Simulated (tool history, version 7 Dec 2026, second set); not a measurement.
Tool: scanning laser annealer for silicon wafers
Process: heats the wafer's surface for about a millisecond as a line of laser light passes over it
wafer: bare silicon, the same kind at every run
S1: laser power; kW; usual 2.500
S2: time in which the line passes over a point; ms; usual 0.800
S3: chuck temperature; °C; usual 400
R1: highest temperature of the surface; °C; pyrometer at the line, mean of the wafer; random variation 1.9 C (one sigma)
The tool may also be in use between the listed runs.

run,day,S1,S2,S3,R1
1,0.000,2.500,0.800,400,1198
2,4.175,2.500,0.800,400,1192
3,8.079,2.500,0.800,400,1188
4,11.083,2.500,0.800,400,1178
5,14.042,2.500,0.784,400,1170
6,17.188,2.500,0.784,400,1170
7,20.238,2.500,0.746,400,1150
8,23.854,2.500,0.800,400,1162
9,25.942,2.500,0.800,400,1165
10,28.688,2.500,0.800,400,1155
# day 30.350: window over the wafer cleaned
11,32.408,2.500,0.800,400,1198
# day 32.817: optics aligned, line set to its width
12,35.112,2.500,0.576,410,1090
13,39.167,2.500,0.929,410,1238
14,42.550,2.140,0.638,400,972
15,46.638,2.649,0.611,403,1133
# day 48.721: optics aligned, line set to its width, once more
16,48.721,2.500,0.800,439,1254
17,51.125,2.500,0.800,439,1250
18,54.908,2.589,0.612,421,1170
19,57.129,2.589,0.612,421,1166
20,60.550,2.500,0.581,364,1052
21,62.779,2.466,0.875,396,1201
22,66.596,2.609,0.614,396,1137

Forecast each of these 4 alternatives for the next run:
A,69.512,2.300,0.800,423,?
B,69.512,2.191,0.800,400,?
C,69.512,2.638,0.614,380,?
D,69.512,2.509,0.855,427,?

run,R1
A,1124
B,1059
C,1125
D,1238
Without the tool's hidden state the same runs would have given:
run,R1
A,1174
B,1106
C,1179
D,1296
